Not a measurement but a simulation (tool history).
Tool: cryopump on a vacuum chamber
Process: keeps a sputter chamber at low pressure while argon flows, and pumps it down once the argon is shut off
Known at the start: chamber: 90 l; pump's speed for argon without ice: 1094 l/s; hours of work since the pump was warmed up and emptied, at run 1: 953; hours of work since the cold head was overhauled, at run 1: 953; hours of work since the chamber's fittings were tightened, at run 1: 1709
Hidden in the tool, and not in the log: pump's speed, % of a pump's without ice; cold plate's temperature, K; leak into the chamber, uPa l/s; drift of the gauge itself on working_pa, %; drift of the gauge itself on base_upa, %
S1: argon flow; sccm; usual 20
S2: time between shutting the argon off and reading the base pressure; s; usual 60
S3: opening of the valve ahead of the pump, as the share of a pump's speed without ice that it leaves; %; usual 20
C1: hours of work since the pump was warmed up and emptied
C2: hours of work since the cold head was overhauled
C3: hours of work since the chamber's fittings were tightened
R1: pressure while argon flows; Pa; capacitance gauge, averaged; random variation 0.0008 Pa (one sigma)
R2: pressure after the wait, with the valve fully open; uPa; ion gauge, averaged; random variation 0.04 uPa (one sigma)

run	day	S1	S2	S3	C1	C2	C3	R1	R2
1	0.000	20	60	20	953	953	1709	0.1601	4.46
2	0.833	20	21	20	965	965	1722	0.1600	8.41
3	2.475	20	21	20	990	990	1746	0.1605	8.32
4	3.296	20	21	20	1002	1002	1759	0.1591	8.34
5	4.825	20	21	20	1025	1025	1781	0.1601	8.29
6	6.479	20	60	50	1050	1050	1806	0.0670	4.64
7	7.204	20	60	50	1060	1060	1817	0.0674	4.71
8	8.517	20	60	50	1080	1080	1837	0.0678	4.70
9	9.567	20	60	50	1096	1096	1852	0.0661	4.73
10	10.617	20	60	50	1111	1111	1868	0.0677	4.74
# day 10.971: pump warmed up, emptied and cooled again
11	12.079	22	201	50	17	1130	1887	0.0681	2.96
12	13.567	22	201	50	39	1152	1909	0.0689	3.05
13	14.721	22	201	50	56	1170	1926	0.0692	3.11
14	15.583	22	201	50	69	1183	1939	0.0691	3.07

Measured less the same run without the tool's hidden state. The same run-to-run variation is in both; the gauge's scatter may not be:
run	R1	R2
1	+0.0049	+2.16
2	+0.0050	+2.23
3	+0.0052	+2.24
4	+0.0052	+2.26
5	+0.0054	+2.28
6	+0.0054	+2.36
7	+0.0055	+2.38
8	+0.0056	+2.40
9	+0.0057	+2.43
10	+0.0058	+2.45
11	+0.0009	+2.08
12	+0.0010	+2.15
13	+0.0011	+2.24
14	+0.0012	+2.15

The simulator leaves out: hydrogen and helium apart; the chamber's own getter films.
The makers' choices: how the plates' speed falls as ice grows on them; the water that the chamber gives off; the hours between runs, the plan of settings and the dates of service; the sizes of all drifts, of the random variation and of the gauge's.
